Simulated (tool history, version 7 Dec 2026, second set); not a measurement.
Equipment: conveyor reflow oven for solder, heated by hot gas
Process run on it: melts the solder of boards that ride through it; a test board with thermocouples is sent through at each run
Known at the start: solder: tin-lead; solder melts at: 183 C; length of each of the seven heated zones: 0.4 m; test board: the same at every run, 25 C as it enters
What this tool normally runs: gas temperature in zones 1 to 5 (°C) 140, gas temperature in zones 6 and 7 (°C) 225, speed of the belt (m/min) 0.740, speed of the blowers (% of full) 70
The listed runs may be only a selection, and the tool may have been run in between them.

run   hour  gas temperature in zones 1 to 5 (°C)  gas temperature in zones 6 and 7 (°C)  speed of the belt (m/min)  speed of the blowers (% of full)  highest temperature of the board (°C)  time above the solder's melting point (s)
  1    0.0                                   140                                    225                      0.740                                70                                  212.9                                       47.0
  2   10.6                                   140                                    221                      0.740                                70                                  208.8                                       44.6
  3   22.0                                   140                                    221                      0.740                                70                                  209.6                                       44.6
  4   35.2                                   140                                    221                      0.740                                70                                  209.1                                       44.1
  5   51.3                                   140                                    221                      0.740                                70                                  209.6                                       44.7
  6   57.8                                   140                                    221                      0.740                                70                                  209.6                                       44.4
  7   72.6                                   151                                    225                      0.740                                70                                  214.6                                       52.1
  8   81.9                                   140                                    225                      0.740                                70                                  212.5                                       47.0
  9   92.2                                   140                                    225                      0.740                                70                                  212.8                                       47.0
 10   99.5                                   140                                    225                      0.740                                70                                  212.2                                       46.7
 11  110.0                                   140                                    230                      0.740                                70                                  217.5                                       49.9
 12  118.9                                   140                                    230                      0.740                                70                                  217.0                                       49.4
 13  130.4                                   140                                    230                      0.740                                70                                  217.3                                       50.0
 14  138.0                                   140                                    230                      0.740                                70                                  217.2                                       50.3
 15  145.4                                   140                                    230                      0.862                                70                                  212.5                                       39.2
 16  158.7                                   140                                    230                      0.862                                70                                  212.7                                       38.9
 17  173.9                                   140                                    230                      0.886                                87                                  216.1                                       40.5
 18  184.1                                   140                                    229                      0.740                                70                                  216.8                                       49.5
     197.4  -- flux residue cleaned out of gas plates and filters
 19  199.1                                   139                                    218                      0.698                                65                                  206.7                                       44.8
 20  215.2                                   139                                    218                      0.698                                65                                  207.0                                       45.0
 21  225.7                                   139                                    218                      0.698                                65                                  206.7                                       44.5
 22  239.9                                   141                                    221                      0.771                                54                                  204.2                                       36.4
 23  251.8                                   141                                    221                      0.771                                54                                  203.6                                       36.0
 24  262.3                                   132                                    221                      0.680                                76                                  211.4                                       48.9
 25  272.8                                   129                                    225                      0.674                                65                                  212.2                                       48.2
 26  287.9                                   140                                    225                      0.739                                70                                  212.8                                       47.2
 27  302.8                                   132                                    225                      0.740                                71                                  211.7                                       44.1
 28  311.4                                   153                                    219                      0.701                                52                                  206.2                                       48.1
 29  321.6                                   153                                    219                      0.599                                52                                  209.8                                       61.8
 30  330.0                                   153                                    219                      0.599                                52                                  209.4                                       61.8
 31  345.5                                   153                                    219                      0.599                                64                                  212.0                                       64.9

3 ways to go on from here, each from the tool as it stands after run 31. What would each give?
  A  356.8                                   134                                    217                      0.847                                64                                      ?                                          ?
  B  356.8                                   153                                    219                      0.599                                54                                      ?                                          ?
  C  356.8                                   153                                    217                      0.669                                56                                      ?                                          ?

run  highest temperature of the board (°C)  time above the solder's melting point (s)
  A                                  199.0                                       27.1
  B                                  210.2                                       62.8
  C                                  206.7                                       52.2
Stripped of hidden state, with their random variation kept, the same runs would have yielded:
run  highest temperature of the board (°C)  time above the solder's melting point (s)
  A                                  199.2                                       27.2
  B                                  210.4                                       62.9
  C                                  206.9                                       52.3
